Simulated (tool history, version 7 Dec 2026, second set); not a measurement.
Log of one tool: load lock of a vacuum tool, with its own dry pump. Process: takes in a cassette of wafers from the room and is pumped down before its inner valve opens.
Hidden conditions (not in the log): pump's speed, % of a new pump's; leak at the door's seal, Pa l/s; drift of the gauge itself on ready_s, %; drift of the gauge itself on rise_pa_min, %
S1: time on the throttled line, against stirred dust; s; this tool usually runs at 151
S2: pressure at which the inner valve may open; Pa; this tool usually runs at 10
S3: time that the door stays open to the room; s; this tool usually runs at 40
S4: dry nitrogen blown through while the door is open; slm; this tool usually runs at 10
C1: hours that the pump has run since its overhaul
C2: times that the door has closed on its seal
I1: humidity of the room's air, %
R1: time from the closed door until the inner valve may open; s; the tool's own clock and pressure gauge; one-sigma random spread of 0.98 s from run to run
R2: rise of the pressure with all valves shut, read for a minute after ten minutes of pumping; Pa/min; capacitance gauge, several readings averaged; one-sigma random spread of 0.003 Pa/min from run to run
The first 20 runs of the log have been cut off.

run    hour   S1  S2   S3  S4     C1    C2    I1     R1     R2
 21  2000.5   92  13   40  10  11481  6852  44.5  156.9   0.02
 22  2142.1   92   7   43  10  11623  7081  48.3  162.1  0.024
 23  2225.2  104  10   40  10  11706  7216  46.9  169.3  0.022
 24  2303.3  106  10   40   9  11784  7342  45.7  170.4  0.024
 25    2388   89  19   63  18  11869  7479    44  150.5  0.016
 26  2507.8   89  19   63  18  11989  7672  43.6  149.8  0.017
 27  2638.4   96  10  114   7  12119  7883  43.5  162.2  0.031
 28  2721.4   96  10  114   7  12202  8018  45.3  162.8  0.036
 29  2812.4  151  12   40  29  12293  8165  47.6  207.3  0.014
 30  2872.4  151  12   40  29  12353  8262  45.7  207.7  0.013
 31  2969.7  151  10  227  10  12451  8419    46    209  0.043
 32    3046  151  10  227  10  12527  8542  45.8  207.7  0.045

Predict each of these 5 candidate next runs independently; none follows another, all start after run 32:
  A  3145.5  151  19   66  10  12626  8703  44.2   ?   ?
  B  3145.5  151  15   40   7  12626  8703  42.3   ?   ?
  C  3145.5   90  10   75  10  12626  8703  42.3   ?   ?
  D  3145.5  151  10  227  12  12626  8703    45   ?   ?
  E  3145.5  267  18   40  10  12626  8703  44.6   ?   ?

run     R1     R2
  A    203  0.024
  B  205.9  0.017
  C  157.9  0.025
  D  210.7  0.042
  E  303.3  0.021
Without the tool's hidden state the same runs would have given:
run     R1     R2
  A    203  0.024
  B  205.8  0.017
  C  157.9  0.025
  D  210.6  0.042
  E  303.3  0.021
